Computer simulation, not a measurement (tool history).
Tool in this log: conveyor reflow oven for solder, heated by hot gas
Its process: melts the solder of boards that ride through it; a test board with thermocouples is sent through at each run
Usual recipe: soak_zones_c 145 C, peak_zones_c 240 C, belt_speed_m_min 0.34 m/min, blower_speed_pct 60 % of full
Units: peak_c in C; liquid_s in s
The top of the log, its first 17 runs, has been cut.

run   hour  soak_zones_c  peak_zones_c  belt_speed_m_min  blower_speed_pct  peak_c  liquid_s
 18  317.5           147           251             0.279                75     245     126.9
 19  342.8           147           251             0.279                75   244.7     127.2
 20  369.2           147           251             0.279                75   244.7     125.8
 21  395.4           147           251             0.279                75   244.8     127.5
     419.2  -- flux residue cleaned out of gas plates and filters
 22  419.2           147           251             0.279                75   244.6     127.2
 23  438.3           147           251             0.279                75   244.5       127
 24  461.4           150           238             0.279                75   232.6     121.3
 25  477.4           145           243             0.299                60     234     111.5
 26  501.6           145           243             0.299                60   234.3     111.2
 27  516.7           145           240              0.39                60   224.4      78.8
 28    536           145           240              0.39                60   224.3        79
 29  556.8           145           240              0.39                60   224.3      78.1
 30  568.8           144           240             0.304                60   230.6     106.1

Consider 3 possible next runs. They are alternatives, not a sequence: every one starts from the tool as it was left by run 30. What does each give?
  A  585.7           144           248             0.304                60       ?         ?
  B  585.7           145           249              0.28                60       ?         ?
  C  585.7           141           248             0.304                60       ?         ?

run  peak_c  liquid_s
  A   238.2     111.4
  B     241       124
  C   238.2     110.8
Take away the tool's hidden state, keep each run's random variation, and the runs would have read:
run  peak_c  liquid_s
  A   238.2     111.4
  B   240.9     123.9
  C   238.1     110.7

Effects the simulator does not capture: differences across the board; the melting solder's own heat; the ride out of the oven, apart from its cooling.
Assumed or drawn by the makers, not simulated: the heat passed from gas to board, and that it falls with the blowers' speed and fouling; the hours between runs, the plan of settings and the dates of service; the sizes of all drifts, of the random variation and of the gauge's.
